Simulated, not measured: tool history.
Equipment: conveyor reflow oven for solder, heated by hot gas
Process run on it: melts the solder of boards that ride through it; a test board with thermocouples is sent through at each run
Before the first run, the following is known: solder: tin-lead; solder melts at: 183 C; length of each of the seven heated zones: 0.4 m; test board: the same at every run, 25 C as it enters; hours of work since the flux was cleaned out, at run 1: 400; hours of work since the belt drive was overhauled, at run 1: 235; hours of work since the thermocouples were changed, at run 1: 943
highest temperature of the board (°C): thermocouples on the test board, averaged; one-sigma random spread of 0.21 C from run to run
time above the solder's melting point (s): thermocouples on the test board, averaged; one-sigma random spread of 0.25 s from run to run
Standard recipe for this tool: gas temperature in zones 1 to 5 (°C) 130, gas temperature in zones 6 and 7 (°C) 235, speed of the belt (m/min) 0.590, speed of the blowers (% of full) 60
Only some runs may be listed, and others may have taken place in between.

run	hour	gas temperature in zones 1 to 5 (°C)	gas temperature in zones 6 and 7 (°C)	speed of the belt (m/min)	speed of the blowers (% of full)	hours of work since the flux was cleaned out	hours of work since the belt drive was overhauled	hours of work since the thermocouples were changed	highest temperature of the board (°C)	time above the solder's melting point (s)
1	0.0	130	235	0.590	60	400	235	943	217.4	58.6
2	51.4	130	235	0.590	60	424	258	967	217.6	58.4
# hour 61.0: thermocouples of zones 6 and 7 changed
3	141.8	130	235	0.554	60	464	298	37	219.6	64.2
# hour 163.8: flux residue cleaned out of gas plates and filters
4	205.1	130	235	0.482	60	19	325	63	223.6	79.0
5	300.0	130	235	0.590	71	62	368	106	219.6	60.5
6	358.1	130	235	0.590	60	88	394	132	217.2	58.5
7	449.4	118	235	0.590	60	129	435	174	215.6	52.3
8	515.3	118	235	0.590	60	159	465	204	215.4	52.6
9	561.1	118	235	0.590	60	180	486	224	215.1	53.0
10	647.7	130	235	0.590	60	219	525	264	217.6	58.8
11	717.9	130	235	0.472	60	251	557	295	224.2	80.9
12	811.5	130	235	0.472	60	293	599	338	224.2	81.1
13	852.2	130	235	0.472	60	312	618	356	224.4	81.0
14	913.7	130	237	0.590	60	340	646	384	219.3	59.9
15	968.7	141	235	0.691	77	365	671	409	217.8	52.8
16	1044.8	141	243	0.691	50	399	705	443	217.8	52.3
17	1140.4	130	235	0.590	79	442	748	487	221.1	61.3

Expected results for the next run?
# hour 1209.9: flux residue cleaned out of gas plates and filters
18	1236.6	130	235	0.590	79	12	790	528	?	?

{"run 18": {"highest temperature of the board (°C)": 221.0, "time above the solder's melting point (s)": 62.1}}
On a tool with no hidden condition, and with the same random variation, this run would have come out at highest temperature of the board (°C) 220.9, time above the solder's melting point (s) 61.9.

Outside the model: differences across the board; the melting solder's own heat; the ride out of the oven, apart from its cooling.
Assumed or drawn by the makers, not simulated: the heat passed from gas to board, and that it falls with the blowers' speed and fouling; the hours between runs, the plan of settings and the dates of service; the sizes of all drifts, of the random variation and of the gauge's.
